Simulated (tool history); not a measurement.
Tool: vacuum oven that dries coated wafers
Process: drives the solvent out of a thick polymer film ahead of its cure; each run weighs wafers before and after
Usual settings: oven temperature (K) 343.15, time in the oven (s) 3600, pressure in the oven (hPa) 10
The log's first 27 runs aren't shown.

| run | day | oven temperature (K) | time in the oven (s) | pressure in the oven (hPa) | hours of work since the thermocouples were calibrated | hours of work since the vacuum gauge was cleaned of residue | solvent left in the film (%) |
|---|---|---|---|---|---|---|---|
| 28 | 50.342 | 333.15 | 2160 | 10 | 955 | 1403 | 8.2 |
| 29 | 52.462 | 351.15 | 3600 | 8.7 | 992 | 1441 | 0.35 |
| 30 | 53.883 | 351.15 | 3600 | 8.7 | 1017 | 1466 | 0.46 |
| 31 | 56.367 | 351.15 | 3600 | 8.7 | 1061 | 1510 | 0.4 |
| 32 | 58.596 | 333.15 | 3600 | 5.2 | 1101 | 1550 | 4.53 |
| 33 | 60.688 | 333.15 | 3600 | 5.2 | 1138 | 1587 | 4.63 |
| 34 | 62.933 | 343.15 | 2040 | 7.1 | 1178 | 1627 | 3.34 |
| 35 | 64.308 | 343.15 | 2340 | 10 | 1202 | 1651 | 2.74 |
| 36 | 66.125 | 355.15 | 5100 | 8.6 | 1234 | 1683 | 0.3 |
| 37 | 68.275 | 337.15 | 2760 | 6.8 | 1272 | 1721 | 4.17 |
| 38 | 69.796 | 349.15 | 6480 | 6.8 | 1299 | 1748 | 0.4 |
| 39 | 72.046 | 343.15 | 5520 | 21.2 | 1339 | 1788 | 1.02 |
| 40 | 73.821 | 333.15 | 4140 | 36.6 | 1371 | 1820 | 4.96 |
| 41 | 75.038 | 333.15 | 4140 | 36.6 | 1392 | 1841 | 4.94 |
| 42 | 77.467 | 333.15 | 4140 | 36.6 | 1435 | 1884 | 4.86 |
| 43 | 78.554 | 332.15 | 2580 | 25.3 | 1455 | 1904 | 7.8 |
| 44 | 80.033 | 346.15 | 3600 | 8.2 | 1481 | 1930 | 0.78 |
| 45 | 82.425 | 345.15 | 3120 | 22.2 | 1523 | 1972 | 1.43 |
| 46 | 83.517 | 345.15 | 3120 | 22.2 | 1543 | 1992 | 1.57 |

3 ways to go on from here, each from the tool as it stands after run 46. What would each give?
| A | 85.204 | 347.15 | 2880 | 24 | 1573 | 2021 | ? |
| B | 85.204 | 354.15 | 3120 | 22.2 | 1573 | 2021 | ? |
| C | 85.204 | 345.15 | 3120 | 22.2 | 1573 | 2021 | ? |

| run | solvent left in the film (%) |
|---|---|
| A | 1.31 |
| B | 0.63 |
| C | 1.54 |
Without the tool's hidden state the same runs would have given:
| run | solvent left in the film (%) |
|---|---|
| A | 1.55 |
| B | 0.55 |
| C | 1.84 |
